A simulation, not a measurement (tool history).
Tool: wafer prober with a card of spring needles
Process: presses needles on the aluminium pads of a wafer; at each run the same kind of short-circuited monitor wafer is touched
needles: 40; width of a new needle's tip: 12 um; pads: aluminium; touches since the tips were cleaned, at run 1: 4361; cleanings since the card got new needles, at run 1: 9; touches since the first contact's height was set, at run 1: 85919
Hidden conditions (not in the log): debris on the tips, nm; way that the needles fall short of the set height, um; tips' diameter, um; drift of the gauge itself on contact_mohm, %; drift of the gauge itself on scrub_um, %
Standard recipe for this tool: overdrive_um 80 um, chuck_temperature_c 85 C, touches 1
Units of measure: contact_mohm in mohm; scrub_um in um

run,hour,overdrive_um,chuck_temperature_c,touches,touches since the tips were cleaned,cleanings since the card got new needles,touches since the first contact's height was set,contact_mohm,scrub_um
1,0,80,85,1,4361,9,85919,288,19.66
# hour 7.2: tips cleaned on abrasive film
2,11.9,80,85,1,2235,10,91494,277,19.65
3,18.4,80,85,2,5327,10,94586,272,19.59
# hour 23.8: tips cleaned on abrasive film
4,25.6,80,85,1,852,11,97919,264,19.65
5,33,80,85,1,4390,11,101457,285,19.63
# hour 39.8: tips cleaned on abrasive film
6,40.6,80,119,1,361,12,104981,271,19.64
7,52.5,80,119,1,6016,12,110636,295,19.62
# hour 55.9: tips cleaned on abrasive film
8,62.6,80,119,1,3135,13,115327,292,19.55
# hour 72.1: tips cleaned on abrasive film
9,75.2,80,119,1,1459,14,121265,277,19.58
10,82.1,93,85,1,4728,14,124534,282,22.82
# hour 88.7: tips cleaned on abrasive film
11,93.3,93,85,1,2190,15,129784,271,22.79
# hour 105.2: tips cleaned on abrasive film
12,106.1,80,85,1,400,16,135758,260,19.52
13,113.4,80,85,1,3862,16,139220,285,19.49
# hour 119.2: height of the first contact set anew
14,120.7,80,85,1,7175,16,723,292,19.48
# hour 121.9: tips cleaned on abrasive film
15,127.6,73,96,2,2698,17,3936,277,17.68
16,133.6,66,52,1,5532,17,6770,299,15.97
# hour 138.1: tips cleaned on abrasive film
17,141.2,66,52,1,1485,18,10336,273,15.88
# hour 148.9: height of the first contact set anew, once more
18,152.9,82,97,2,6898,18,1928,281,20.35
# hour 154.8: tips cleaned on abrasive film
19,162.4,80,78,1,3600,19,6363,279,19.82
# hour 171.6: tips cleaned on abrasive film
20,174.6,80,78,1,1418,20,12087,270,19.79
21,185.7,80,78,1,6666,20,17335,286,19.81
# hour 188.7: tips cleaned on abrasive film
22,196.8,63,67,1,3817,21,22525,293,15.56
# hour 205.4: tips cleaned on abrasive film
23,208.9,63,67,1,1637,22,28201,279,15.56
# hour 221.5: tips cleaned on abrasive film
24,221.5,61,56,1,0,23,34146,252,15.01
25,227.8,88,44,3,2970,23,37116,247,21.69
26,233.5,88,83,3,5637,23,39783,264,21.71
# hour 238.2: tips cleaned on abrasive film
27,241.2,64,50,3,1429,24,43419,257,15.75

What if the next run were any one of these 5? Each begins from the tool's condition after run 27:
A,252.1,64,47,1,6541,24,48531,?,?
B,252.1,80,85,1,6541,24,48531,?,?
C,252.1,89,31,1,6541,24,48531,?,?
D,252.1,80,26,1,6541,24,48531,?,?
E,252.1,64,50,1,6541,24,48531,?,?

run,contact_mohm,scrub_um
A,304,15.74
B,293,19.75
C,277,21.93
D,281,19.75
E,304,15.74
The same runs, with their run-to-run variation unchanged, on a tool lacking any hidden condition would have given:
run,contact_mohm,scrub_um
A,246,15.87
B,254,19.87
C,242,22.06
D,239,19.87
E,247,15.87
